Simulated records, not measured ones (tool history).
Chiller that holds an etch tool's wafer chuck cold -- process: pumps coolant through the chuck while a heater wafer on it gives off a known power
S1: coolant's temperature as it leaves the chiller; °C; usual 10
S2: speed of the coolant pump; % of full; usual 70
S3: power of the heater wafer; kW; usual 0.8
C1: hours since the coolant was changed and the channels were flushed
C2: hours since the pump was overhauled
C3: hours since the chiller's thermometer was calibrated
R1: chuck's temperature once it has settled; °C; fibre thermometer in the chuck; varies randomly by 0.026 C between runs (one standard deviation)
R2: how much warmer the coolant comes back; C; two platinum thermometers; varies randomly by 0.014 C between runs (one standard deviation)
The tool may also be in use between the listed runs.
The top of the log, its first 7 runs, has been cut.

run,hour,S1,S2,S3,C1,C2,C3,R1,R2
8,151.1,10,70,0.8,2477,381,2254,17.22,2.81
9,167.9,10,62,0.8,2494,398,2271,17.78,3.23
10,197.6,10,70,0.8,2523,428,2300,17.24,2.84
11,220.1,10,70,0.8,2546,450,2323,17.21,2.87
12,234,10,70,0.8,2560,464,2337,17.27,2.85
13,247.9,10,70,0.8,2574,478,2351,17.23,2.82
14,281,10,70,0.8,2607,511,2384,17.27,2.86
15,296.6,10,70,0.8,2622,527,2399,17.24,2.87
16,311,10,70,0.8,2637,541,2414,17.29,2.86
17,341.6,12,76,0.707,2667,572,2444,18.1,2.33
18,364.5,8,64,0.53,2690,595,2467,13.1,2.14
19,396.2,8,64,0.53,2722,626,2499,13.08,2.15
20,423.4,10,96,0.563,2749,654,2526,14.18,1.51
21,454.1,1,70,0.8,2780,684,2557,8.25,2.88
22,474,15,70,0.8,2800,704,2577,22.24,2.92
23,500.9,15,70,0.559,2827,731,2604,20.07,2.08
24,520.1,17,73,0.569,2846,750,2623,21.99,2.05

The next listed run, before its measurement:
25,546,17,73,0.569,2872,776,2649,?,?

R1: 22.04 °C
R2: 2.03 C
If the tool had no hidden condition, the same run with the same run-to-run variation would have returned R1 22.04 °C, R2 1.87 C.
